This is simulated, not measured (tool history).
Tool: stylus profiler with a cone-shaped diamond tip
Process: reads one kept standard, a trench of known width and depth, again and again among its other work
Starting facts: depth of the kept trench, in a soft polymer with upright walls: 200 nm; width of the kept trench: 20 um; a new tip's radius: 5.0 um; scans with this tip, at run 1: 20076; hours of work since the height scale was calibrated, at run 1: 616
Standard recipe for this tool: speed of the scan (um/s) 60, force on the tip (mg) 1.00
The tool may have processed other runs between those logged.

| run | hour | speed of the scan (um/s) | force on the tip (mg) | scans with this tip | hours of work since the height scale was calibrated | depth of the trench (Å) | width of the trench's floor (nm) |
|---|---|---|---|---|---|---|---|
| 1 | 0.0 | 60 | 1.00 | 20076 | 616 | 2006.3 | 15930 |
| 2 | 90.1 | 60 | 1.00 | 20630 | 665 | 2004.6 | 15870 |
| 3 | 190.1 | 60 | 1.00 | 21245 | 721 | 2001.3 | 15910 |
| 4 | 295.9 | 32 | 1.00 | 21895 | 779 | 2003.7 | 16150 |
| 5 | 383.0 | 32 | 1.00 | 22431 | 827 | 2005.0 | 16060 |
| 6 | 508.2 | 60 | 0.37 | 23201 | 896 | 1998.1 | 15490 |
| 7 | 633.3 | 60 | 0.37 | 23970 | 965 | 1994.7 | 15440 |
| 8 | 713.2 | 60 | 0.37 | 24462 | 1009 | 1997.5 | 15410 |
| 9 | 770.6 | 60 | 1.52 | 24815 | 1041 | 2005.0 | 15900 |
| 10 | 834.7 | 60 | 1.52 | 25208 | 1076 | 2003.3 | 15870 |
| 11 | 941.7 | 60 | 1.52 | 25867 | 1136 | 2002.1 | 15910 |
|  | 1037.2 | height scale calibrated on a step standard |
| 12 | 1037.5 | 36 | 1.52 | 26452 | 0 | 1995.0 | 16030 |
| 13 | 1099.7 | 36 | 1.52 | 26835 | 35 | 1995.5 | 16030 |
| 14 | 1215.4 | 36 | 1.52 | 27546 | 98 | 1996.6 | 15980 |
|  | 1262.1 | height scale calibrated on a step standard, once more |
| 15 | 1332.9 | 36 | 1.52 | 28266 | 39 | 2013.4 | 15950 |
| 16 | 1411.8 | 36 | 1.52 | 28751 | 83 | 2011.7 | 15960 |
| 17 | 1526.1 | 36 | 1.52 | 29454 | 146 | 2013.1 | 15890 |
| 18 | 1643.4 | 36 | 1.52 | 30175 | 210 | 2012.3 | 15890 |
| 19 | 1755.6 | 36 | 1.52 | 30865 | 272 | 2011.1 | 15890 |
| 20 | 1821.0 | 36 | 1.52 | 31266 | 309 | 2008.6 | 15850 |
| 21 | 1928.5 | 36 | 1.52 | 31927 | 368 | 2009.9 | 15850 |
| 22 | 2017.0 | 160 | 2.64 | 32472 | 417 | 2015.4 | 15170 |
| 23 | 2087.1 | 160 | 2.64 | 32903 | 455 | 2012.0 | 15190 |
| 24 | 2204.2 | 60 | 0.50 | 33623 | 520 | 2000.2 | 15310 |
| 25 | 2260.8 | 82 | 1.86 | 33971 | 551 | 2011.0 | 15550 |
| 26 | 2385.5 | 21 | 1.98 | 34738 | 620 | 2011.0 | 15930 |
| 27 | 2467.4 | 133 | 1.15 | 35241 | 665 | 2004.3 | 14830 |
| 28 | 2578.2 | 133 | 1.15 | 35923 | 727 | 2004.3 | 14850 |
| 29 | 2632.8 | 28 | 0.67 | 36258 | 757 | 2001.0 | 15680 |
| 30 | 2730.0 | 48 | 0.73 | 36856 | 810 | 1999.4 | 15460 |
| 31 | 2787.1 | 131 | 0.39 | 37207 | 842 | 1995.5 | 14020 |
|  | 2827.1 | new tip fitted, height scale calibrated |
| 32 | 2898.0 | 97 | 0.39 | 435 | 39 | 2005.9 | 15790 |
| 33 | 3011.7 | 41 | 0.67 | 1134 | 102 | 2006.5 | 16720 |
| 34 | 3100.3 | 39 | 1.01 | 1679 | 151 | 2007.4 | 16730 |
| 35 | 3214.8 | 39 | 1.01 | 2383 | 214 | 2007.1 | 16760 |
| 36 | 3284.2 | 39 | 1.01 | 2810 | 252 | 2008.3 | 16710 |
| 37 | 3409.3 | 27 | 0.35 | 3579 | 321 | 2001.2 | 16620 |
| 38 | 3524.8 | 75 | 0.75 | 4290 | 385 | 2005.6 | 16260 |

Consider 4 possible next runs. They are alternatives, not a sequence: every one starts from the tool as it was left by run 38. What does each give?
| A | 3636.6 | 20 | 2.84 | 4977 | 447 | ? | ? |
| B | 3636.6 | 205 | 0.75 | 4977 | 447 | ? | ? |
| C | 3636.6 | 223 | 1.83 | 4977 | 447 | ? | ? |
| D | 3636.6 | 179 | 1.21 | 4977 | 447 | ? | ? |

| run | depth of the trench (Å) | width of the trench's floor (nm) |
|---|---|---|
| A | 2014.3 | 16870 |
| B | 2000.6 | 14830 |
| C | 2009.9 | 15480 |
| D | 2006.6 | 15570 |
Stripped of hidden state, with their random variation kept, the same runs would have yielded:
| run | depth of the trench (Å) | width of the trench's floor (nm) |
|---|---|---|
| A | 2019.1 | 17080 |
| B | 2005.4 | 15040 |
| C | 2014.7 | 15690 |
| D | 2011.4 | 15770 |
